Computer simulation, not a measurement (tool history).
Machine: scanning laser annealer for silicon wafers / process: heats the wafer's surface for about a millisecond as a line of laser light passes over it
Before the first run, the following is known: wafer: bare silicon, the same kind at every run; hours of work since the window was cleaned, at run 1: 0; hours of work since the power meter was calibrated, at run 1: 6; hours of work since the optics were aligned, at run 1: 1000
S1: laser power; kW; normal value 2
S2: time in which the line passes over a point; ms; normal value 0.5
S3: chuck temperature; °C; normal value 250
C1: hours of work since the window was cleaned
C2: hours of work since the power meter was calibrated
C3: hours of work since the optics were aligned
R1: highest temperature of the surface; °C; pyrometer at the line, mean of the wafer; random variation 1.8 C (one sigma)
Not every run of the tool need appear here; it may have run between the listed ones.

{"run": 1, "hour": 0.0, "S1": 2, "S2": 0.5, "S3": 250, "C1": 0, "C2": 6, "C3": 1000, "R1": 942}
{"run": 2, "hour": 19.1, "S1": 2, "S2": 0.5, "S3": 250, "C1": 8, "C2": 15, "C3": 1008, "R1": 946}
{"run": 3, "hour": 52.3, "S1": 2, "S2": 0.5, "S3": 250, "C1": 23, "C2": 29, "C3": 1023, "R1": 941}
{"run": 4, "hour": 68.0, "S1": 2, "S2": 0.5, "S3": 250, "C1": 30, "C2": 36, "C3": 1029, "R1": 942}
{"run": 5, "hour": 98.5, "S1": 2, "S2": 0.5, "S3": 250, "C1": 43, "C2": 49, "C3": 1043, "R1": 940}
{"run": 6, "hour": 130.1, "S1": 2, "S2": 0.5, "S3": 250, "C1": 57, "C2": 63, "C3": 1056, "R1": 939}
{"run": 7, "hour": 146.8, "S1": 1.877, "S2": 0.5, "S3": 250, "C1": 64, "C2": 70, "C3": 1064, "R1": 889}
{"run": 8, "hour": 177.5, "S1": 1.91, "S2": 0.377, "S3": 250, "C1": 77, "C2": 83, "C3": 1077, "R1": 800}

The next listed run, before its measurement:
{"hour": 182.0, "done": "laser's power meter calibrated"}
{"run": 9, "hour": 197.0, "S1": 1.91, "S2": 0.377, "S3": 250, "C1": 84, "C2": 6, "C3": 1084, "R1": "?"}

R1: 803 °C
Without the tool's hidden state the same run would have given R1 813 °C.

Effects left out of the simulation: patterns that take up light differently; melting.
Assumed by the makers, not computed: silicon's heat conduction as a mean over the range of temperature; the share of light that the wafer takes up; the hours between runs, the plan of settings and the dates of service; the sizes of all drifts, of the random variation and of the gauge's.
